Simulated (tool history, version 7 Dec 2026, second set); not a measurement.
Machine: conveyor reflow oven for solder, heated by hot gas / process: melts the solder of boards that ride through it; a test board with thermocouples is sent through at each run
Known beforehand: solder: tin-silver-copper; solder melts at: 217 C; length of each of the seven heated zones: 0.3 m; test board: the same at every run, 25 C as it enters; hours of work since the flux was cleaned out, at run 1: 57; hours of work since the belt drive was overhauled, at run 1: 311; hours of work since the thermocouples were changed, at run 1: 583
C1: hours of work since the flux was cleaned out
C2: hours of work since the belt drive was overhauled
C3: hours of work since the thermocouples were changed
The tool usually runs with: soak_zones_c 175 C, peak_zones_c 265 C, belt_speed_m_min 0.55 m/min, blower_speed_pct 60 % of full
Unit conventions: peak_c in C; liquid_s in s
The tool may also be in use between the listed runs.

{"run": 1, "hour": 0.0, "soak_zones_c": 175, "peak_zones_c": 265, "belt_speed_m_min": 0.55, "blower_speed_pct": 60, "C1": 57, "C2": 311, "C3": 583, "peak_c": 248.8, "liquid_s": 46.9}
{"run": 2, "hour": 6.6, "soak_zones_c": 175, "peak_zones_c": 265, "belt_speed_m_min": 0.55, "blower_speed_pct": 60, "C1": 62, "C2": 316, "C3": 587, "peak_c": 249.1, "liquid_s": 46.6}
{"run": 3, "hour": 17.8, "soak_zones_c": 175, "peak_zones_c": 265, "belt_speed_m_min": 0.55, "blower_speed_pct": 60, "C1": 70, "C2": 323, "C3": 595, "peak_c": 248.7, "liquid_s": 47.3}
{"run": 4, "hour": 29.1, "soak_zones_c": 175, "peak_zones_c": 265, "belt_speed_m_min": 0.545, "blower_speed_pct": 60, "C1": 77, "C2": 331, "C3": 603, "peak_c": 249.1, "liquid_s": 47.4}
{"run": 5, "hour": 38.7, "soak_zones_c": 175, "peak_zones_c": 265, "belt_speed_m_min": 0.545, "blower_speed_pct": 60, "C1": 84, "C2": 338, "C3": 609, "peak_c": 249, "liquid_s": 47.5}
{"run": 6, "hour": 51.1, "soak_zones_c": 175, "peak_zones_c": 265, "belt_speed_m_min": 0.545, "blower_speed_pct": 60, "C1": 92, "C2": 346, "C3": 618, "peak_c": 248.7, "liquid_s": 47.6}
{"run": 7, "hour": 62.8, "soak_zones_c": 175, "peak_zones_c": 273, "belt_speed_m_min": 0.545, "blower_speed_pct": 60, "C1": 100, "C2": 354, "C3": 626, "peak_c": 255.8, "liquid_s": 51.9}
{"run": 8, "hour": 73.6, "soak_zones_c": 175, "peak_zones_c": 272, "belt_speed_m_min": 0.55, "blower_speed_pct": 60, "C1": 108, "C2": 362, "C3": 633, "peak_c": 255, "liquid_s": 51}
{"run": 9, "hour": 85.0, "soak_zones_c": 175, "peak_zones_c": 269, "belt_speed_m_min": 0.55, "blower_speed_pct": 60, "C1": 116, "C2": 370, "C3": 641, "peak_c": 251.9, "liquid_s": 49}
{"run": 10, "hour": 91.2, "soak_zones_c": 175, "peak_zones_c": 269, "belt_speed_m_min": 0.55, "blower_speed_pct": 60, "C1": 120, "C2": 374, "C3": 645, "peak_c": 252.2, "liquid_s": 49.1}
{"run": 11, "hour": 101.7, "soak_zones_c": 175, "peak_zones_c": 269, "belt_speed_m_min": 0.55, "blower_speed_pct": 60, "C1": 127, "C2": 381, "C3": 652, "peak_c": 251.8, "liquid_s": 49.1}
{"run": 12, "hour": 107.9, "soak_zones_c": 175, "peak_zones_c": 265, "belt_speed_m_min": 0.534, "blower_speed_pct": 60, "C1": 131, "C2": 385, "C3": 657, "peak_c": 249.6, "liquid_s": 49.5}
{"run": 13, "hour": 121.7, "soak_zones_c": 175, "peak_zones_c": 265, "belt_speed_m_min": 0.534, "blower_speed_pct": 60, "C1": 141, "C2": 395, "C3": 666, "peak_c": 249.4, "liquid_s": 49.1}
{"run": 14, "hour": 133.0, "soak_zones_c": 175, "peak_zones_c": 265, "belt_speed_m_min": 0.534, "blower_speed_pct": 60, "C1": 149, "C2": 402, "C3": 674, "peak_c": 249.2, "liquid_s": 48.6}
{"run": 15, "hour": 146.8, "soak_zones_c": 175, "peak_zones_c": 265, "belt_speed_m_min": 0.55, "blower_speed_pct": 60, "C1": 158, "C2": 412, "C3": 683, "peak_c": 247.8, "liquid_s": 46.3}
{"run": 16, "hour": 158.2, "soak_zones_c": 188, "peak_zones_c": 265, "belt_speed_m_min": 0.55, "blower_speed_pct": 60, "C1": 166, "C2": 420, "C3": 691, "peak_c": 251, "liquid_s": 53.1}
{"run": 17, "hour": 168.1, "soak_zones_c": 161, "peak_zones_c": 265, "belt_speed_m_min": 0.55, "blower_speed_pct": 63, "C1": 173, "C2": 427, "C3": 698, "peak_c": 246.1, "liquid_s": 41.4}
{"hour": 177.8, "done": "flux residue cleaned out of gas plates and filters"}
{"run": 18, "hour": 186.6, "soak_zones_c": 161, "peak_zones_c": 265, "belt_speed_m_min": 0.55, "blower_speed_pct": 63, "C1": 6, "C2": 436, "C3": 707, "peak_c": 247.1, "liquid_s": 42.4}
{"run": 19, "hour": 193.5, "soak_zones_c": 161, "peak_zones_c": 265, "belt_speed_m_min": 0.54, "blower_speed_pct": 63, "C1": 11, "C2": 441, "C3": 712, "peak_c": 247.8, "liquid_s": 43.2}
{"run": 20, "hour": 205.7, "soak_zones_c": 177, "peak_zones_c": 265, "belt_speed_m_min": 0.642, "blower_speed_pct": 63, "C1": 19, "C2": 449, "C3": 720, "peak_c": 245.5, "liquid_s": 38.1}
{"run": 21, "hour": 211.9, "soak_zones_c": 187, "peak_zones_c": 279, "belt_speed_m_min": 0.588, "blower_speed_pct": 89, "C1": 23, "C2": 453, "C3": 725, "peak_c": 266.4, "liquid_s": 57}
{"run": 22, "hour": 219.4, "soak_zones_c": 187, "peak_zones_c": 279, "belt_speed_m_min": 0.588, "blower_speed_pct": 89, "C1": 29, "C2": 458, "C3": 730, "peak_c": 266, "liquid_s": 56.1}
{"run": 23, "hour": 226.7, "soak_zones_c": 178, "peak_zones_c": 270, "belt_speed_m_min": 0.55, "blower_speed_pct": 60, "C1": 34, "C2": 463, "C3": 735, "peak_c": 254.3, "liquid_s": 51.8}
{"run": 24, "hour": 237.6, "soak_zones_c": 164, "peak_zones_c": 270, "belt_speed_m_min": 0.455, "blower_speed_pct": 60, "C1": 41, "C2": 471, "C3": 742, "peak_c": 258.1, "liquid_s": 62.1}
{"run": 25, "hour": 248.0, "soak_zones_c": 175, "peak_zones_c": 265, "belt_speed_m_min": 0.473, "blower_speed_pct": 59, "C1": 48, "C2": 478, "C3": 750, "peak_c": 253.8, "liquid_s": 59}
{"run": 26, "hour": 253.7, "soak_zones_c": 178, "peak_zones_c": 256, "belt_speed_m_min": 0.55, "blower_speed_pct": 74, "C1": 52, "C2": 482, "C3": 753, "peak_c": 243.6, "liquid_s": 45.3}
{"run": 27, "hour": 259.7, "soak_zones_c": 178, "peak_zones_c": 256, "belt_speed_m_min": 0.55, "blower_speed_pct": 74, "C1": 56, "C2": 486, "C3": 758, "peak_c": 244.5, "liquid_s": 45.7}
{"run": 28, "hour": 271.8, "soak_zones_c": 175, "peak_zones_c": 265, "belt_speed_m_min": 0.55, "blower_speed_pct": 62, "C1": 65, "C2": 494, "C3": 766, "peak_c": 249.6, "liquid_s": 48.3}
{"run": 29, "hour": 285.8, "soak_zones_c": 169, "peak_zones_c": 278, "belt_speed_m_min": 0.55, "blower_speed_pct": 60, "C1": 74, "C2": 504, "C3": 776, "peak_c": 259.2, "liquid_s": 52.1}
{"run": 30, "hour": 299.9, "soak_zones_c": 169, "peak_zones_c": 278, "belt_speed_m_min": 0.635, "blower_speed_pct": 90, "C1": 84, "C2": 514, "C3": 785, "peak_c": 259.6, "liquid_s": 44.5}
{"run": 31, "hour": 305.9, "soak_zones_c": 175, "peak_zones_c": 264, "belt_speed_m_min": 0.55, "blower_speed_pct": 60, "C1": 88, "C2": 518, "C3": 789, "peak_c": 248.1, "liquid_s": 46.7}
{"run": 32, "hour": 312.8, "soak_zones_c": 169, "peak_zones_c": 264, "belt_speed_m_min": 0.55, "blower_speed_pct": 60, "C1": 93, "C2": 523, "C3": 794, "peak_c": 247.1, "liquid_s": 44.1}

Describe how what the log doesn't record of the tool's condition differs between the last listed run preceding each entry between runs and the first listed run following it.
After run 17, before run 18: flux residue cleaned out of gas plates and filters (hour 177.8)
  heat that the gas passes to the board, % of a clean oven's: 93.5 -> 99; belt's true speed, % of the reading: 99.18 -> 99.16; true gas temperature in zones 6 and 7 over the reading, C: 0.87 -> 0.89
  measured value less the no-hidden-state value, peak_c: -0.5 -> +0.9 C; liquid_s: -0.3 -> +1 s
